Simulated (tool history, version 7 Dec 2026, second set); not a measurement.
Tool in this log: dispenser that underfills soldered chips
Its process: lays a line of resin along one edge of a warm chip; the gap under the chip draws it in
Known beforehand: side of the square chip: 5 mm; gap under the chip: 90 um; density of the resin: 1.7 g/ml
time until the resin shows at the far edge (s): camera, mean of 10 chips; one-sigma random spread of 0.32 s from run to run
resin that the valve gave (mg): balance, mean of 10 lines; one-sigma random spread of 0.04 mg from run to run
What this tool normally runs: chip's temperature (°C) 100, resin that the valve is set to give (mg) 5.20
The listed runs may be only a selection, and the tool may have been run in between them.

run    day  chip's temperature (°C)  resin that the valve is set to give (mg)  time until the resin shows at the far edge (s)  resin that the valve gave (mg)
  1  0.000                      100                                      5.20                                            11.7                            5.05
  2  0.267                      100                                      5.20                                            17.0                            4.99
     0.442  -- new syringe of resin
  3  0.496                      110                                      5.20                                             8.6                            4.93
  4  0.667                      110                                      5.20                                            10.0                            4.94
  5  0.883                      110                                      5.20                                            13.5                            4.97
     0.958  -- new syringe of resin
  6  1.150                      110                                      5.20                                            10.1                            4.94
  7  1.271                      100                                      5.27                                            15.7                            4.96
     1.483  -- new syringe of resin
  8  1.492                       95                                      5.27                                            13.0                            4.97
  9  1.738                       95                                      5.27                                            17.6                            4.98
 10  1.929                      100                                      5.20                                            18.3                            4.86
     2.012  -- new syringe of resin
 11  2.150                      106                                      5.76                                            10.5                            5.29

Run 12 comes next. What will it give?
     2.304  -- dispensing valve cleaned and set on the balance
 12  2.458                      111                                      4.91                                               ?                               ?

Run 12 produced time until the resin shows at the far edge (s) 12.8, resin that the valve gave (mg) 4.85.
With the hidden condition absent and the run-to-run variation left alone, this run would have shown time until the resin shows at the far edge (s) 8.3, resin that the valve gave (mg) 4.86.
